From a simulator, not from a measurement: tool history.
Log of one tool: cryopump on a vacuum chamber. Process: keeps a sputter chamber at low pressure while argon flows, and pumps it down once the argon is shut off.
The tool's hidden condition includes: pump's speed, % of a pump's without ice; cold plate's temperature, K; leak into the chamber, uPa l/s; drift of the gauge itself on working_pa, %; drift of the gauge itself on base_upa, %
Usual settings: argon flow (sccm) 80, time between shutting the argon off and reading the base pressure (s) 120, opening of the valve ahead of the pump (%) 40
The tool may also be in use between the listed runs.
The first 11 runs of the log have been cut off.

run   hour  argon flow (sccm)  time between shutting the argon off and reading the base pressure (s)  opening of the valve ahead of the pump (%)  hours of work since the pump was warmed up and emptied  hours of work since the cold head was overhauled  hours of work since the chamber's fittings were tightened  pressure while argon flows (Pa)  pressure after the wait (uPa)
 12  221.1                 80                                                                    120                                          40                                                     956                                               956                                                        503                           0.2772                           1.58
 13  244.5                 80                                                                    120                                          40                                                     975                                               975                                                        522                           0.2802                           1.59
 14  264.8                 80                                                                    120                                          40                                                     992                                               992                                                        538                           0.2814                           1.56
 15  285.1                 80                                                                    120                                          40                                                    1008                                              1008                                                        555                           0.2799                           1.59
 16  305.3                 80                                                                    273                                          40                                                    1025                                              1025                                                        572                           0.2798                           1.21
 17  319.7                 80                                                                    120                                          40                                                    1037                                              1037                                                        584                           0.2849                           1.61
 18  337.2                 80                                                                    120                                          40                                                    1051                                              1051                                                        598                           0.2843                           1.69
 19  352.2                 80                                                                    213                                          49                                                    1063                                              1063                                                        610                           0.2404                            1.4
 20  363.1                 80                                                                    213                                          49                                                    1072                                              1072                                                        619                           0.2421                           1.36
 21  383.1                 47                                                                    201                                          28                                                    1089                                              1089                                                        635                           0.2285                           1.43
 22    394                 47                                                                    159                                          42                                                    1098                                              1098                                                        644                           0.1623                           1.57
 23  413.6                 47                                                                    159                                          42                                                    1114                                              1114                                                        660                           0.1629                           1.56
 24  438.5                 47                                                                    159                                          42                                                    1134                                              1134                                                        681                           0.1619                           1.65
 25  452.6                 47                                                                    159                                          42                                                    1146                                              1146                                                        693                           0.1629                           1.72
 26  473.7                 47                                                                    159                                          42                                                    1163                                              1163                                                        710                           0.1637                           1.68
 27  491.7                 34                                                                    120                                          49                                                    1178                                              1178                                                        724                           0.1057                           1.86
     503.8  -- pump warmed up, emptied and cooled again
 28  509.4                 34                                                                     71                                          16                                                       5                                              1188                                                        735                           0.2538                           1.99
 29  530.6                 34                                                                     71                                          16                                                      22                                              1206                                                        752                           0.2521                           1.99
 30  545.9                 34                                                                     71                                          16                                                      34                                              1218                                                        765                           0.2572                           2.01
 31  557.2                159                                                                     77                                          35                                                      44                                              1227                                                        774                           0.5533                           1.89
 32  568.6                159                                                                     77                                          35                                                      53                                              1237                                                        783                             0.55                           1.88
 33  588.7                 33                                                                    257                                          32                                                      70                                              1253                                                        800                           0.1245                           1.13

Predict the results of run 34:
 34  606.1                 33                                                                    257                                          32                                                      84                                              1268                                                        814                                ?                              ?

Run 34 produced pressure while argon flows (Pa) 0.126, pressure after the wait (uPa) 1.19.
The same run, on a tool lacking any hidden state, would have yielded pressure while argon flows (Pa) 0.1241, pressure after the wait (uPa) 0.55.
